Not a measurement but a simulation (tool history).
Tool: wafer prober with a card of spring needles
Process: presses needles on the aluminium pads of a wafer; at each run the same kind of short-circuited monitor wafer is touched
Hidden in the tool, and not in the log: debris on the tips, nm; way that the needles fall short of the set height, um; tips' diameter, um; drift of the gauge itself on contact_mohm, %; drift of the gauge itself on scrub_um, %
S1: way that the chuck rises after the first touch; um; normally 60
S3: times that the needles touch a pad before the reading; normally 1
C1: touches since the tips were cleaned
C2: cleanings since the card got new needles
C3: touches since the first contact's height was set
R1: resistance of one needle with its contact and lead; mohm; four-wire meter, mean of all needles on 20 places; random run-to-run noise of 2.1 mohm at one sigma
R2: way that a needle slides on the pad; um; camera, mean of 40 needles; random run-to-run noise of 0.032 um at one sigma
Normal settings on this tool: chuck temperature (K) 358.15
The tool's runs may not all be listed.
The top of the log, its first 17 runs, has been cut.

{"run": 18, "hour": 145.5, "S1": 60, "chuck temperature (K)": 358.15, "S3": 1, "C1": 4193, "C2": 30, "C3": 25025, "R1": 281, "R2": 7.96}
{"hour": 152.1, "done": "tips cleaned on abrasive film"}
{"run": 19, "hour": 154.7, "S1": 68, "chuck temperature (K)": 315.15, "S3": 1, "C1": 800, "C2": 31, "C3": 27836, "R1": 233, "R2": 8.99}
{"run": 20, "hour": 165.2, "S1": 68, "chuck temperature (K)": 315.15, "S3": 1, "C1": 4025, "C2": 31, "C3": 31061, "R1": 261, "R2": 9.06}
{"hour": 172.6, "done": "tips cleaned on abrasive film"}
{"run": 21, "hour": 173.1, "S1": 68, "chuck temperature (K)": 315.15, "S3": 1, "C1": 162, "C2": 32, "C3": 33471, "R1": 223, "R2": 9.04}
{"run": 22, "hour": 184.8, "S1": 45, "chuck temperature (K)": 303.15, "S3": 2, "C1": 3756, "C2": 32, "C3": 37065, "R1": 282, "R2": 5.95}
{"hour": 192.9, "done": "tips cleaned on abrasive film"}
{"run": 23, "hour": 193.1, "S1": 45, "chuck temperature (K)": 303.15, "S3": 2, "C1": 58, "C2": 33, "C3": 39587, "R1": 232, "R2": 5.93}
{"run": 24, "hour": 200.1, "S1": 45, "chuck temperature (K)": 303.15, "S3": 2, "C1": 2222, "C2": 33, "C3": 41751, "R1": 265, "R2": 5.96}
{"run": 25, "hour": 210.9, "S1": 64, "chuck temperature (K)": 303.15, "S3": 2, "C1": 5543, "C2": 33, "C3": 45072, "R1": 255, "R2": 8.5}
{"hour": 213.3, "done": "tips cleaned on abrasive film"}
{"run": 26, "hour": 224.7, "S1": 64, "chuck temperature (K)": 303.15, "S3": 2, "C1": 3521, "C2": 34, "C3": 49289, "R1": 248, "R2": 8.49}
{"hour": 233.4, "done": "tips cleaned on abrasive film"}
{"run": 27, "hour": 236.6, "S1": 43, "chuck temperature (K)": 358.15, "S3": 2, "C1": 998, "C2": 35, "C3": 52914, "R1": 265, "R2": 5.64}
{"run": 28, "hour": 243.6, "S1": 52, "chuck temperature (K)": 325.15, "S3": 2, "C1": 3135, "C2": 35, "C3": 55051, "R1": 265, "R2": 6.88}
{"run": 29, "hour": 252.1, "S1": 61, "chuck temperature (K)": 396.15, "S3": 1, "C1": 5752, "C2": 35, "C3": 57668, "R1": 295, "R2": 8.1}
{"hour": 253.4, "done": "tips cleaned on abrasive film"}
{"run": 30, "hour": 263.0, "S1": 61, "chuck temperature (K)": 396.15, "S3": 1, "C1": 2941, "C2": 36, "C3": 60992, "R1": 283, "R2": 8.02}
{"run": 31, "hour": 269.6, "S1": 61, "chuck temperature (K)": 396.15, "S3": 1, "C1": 4980, "C2": 36, "C3": 63031, "R1": 292, "R2": 8.08}
{"hour": 274.3, "done": "tips cleaned on abrasive film"}
{"run": 32, "hour": 281.8, "S1": 61, "chuck temperature (K)": 396.15, "S3": 1, "C1": 2296, "C2": 37, "C3": 66746, "R1": 275, "R2": 8.04}
{"run": 33, "hour": 287.9, "S1": 61, "chuck temperature (K)": 396.15, "S3": 1, "C1": 4176, "C2": 37, "C3": 68626, "R1": 288, "R2": 8.11}
{"hour": 294.8, "done": "tips cleaned on abrasive film"}
{"run": 34, "hour": 297.1, "S1": 60, "chuck temperature (K)": 347.15, "S3": 1, "C1": 706, "C2": 38, "C3": 71426, "R1": 246, "R2": 7.83}

Below are 4 alternative next runs, each starting from the tool's condition after run 34. Predict each:
{"run": "A", "hour": 307.2, "S1": 75, "chuck temperature (K)": 369.15, "S3": 1, "C1": 3824, "C2": 38, "C3": 74544, "R1": "?", "R2": "?"}
{"run": "B", "hour": 307.2, "S1": 60, "chuck temperature (K)": 337.15, "S3": 2, "C1": 3824, "C2": 38, "C3": 74544, "R1": "?", "R2": "?"}
{"run": "C", "hour": 307.2, "S1": 60, "chuck temperature (K)": 306.15, "S3": 1, "C1": 3824, "C2": 38, "C3": 74544, "R1": "?", "R2": "?"}
{"run": "D", "hour": 307.2, "S1": 40, "chuck temperature (K)": 352.15, "S3": 3, "C1": 3824, "C2": 38, "C3": 74544, "R1": "?", "R2": "?"}

run=A R1=263 R2=9.92
run=B R1=258 R2=7.9
run=C R1=275 R2=7.88
run=D R1=283 R2=5.19
What these runs would have given with no unlogged condition in the tool:
run=A R1=229 R2=10.09
run=B R1=225 R2=8.07
run=C R1=219 R2=8.05
run=D R1=241 R2=5.36
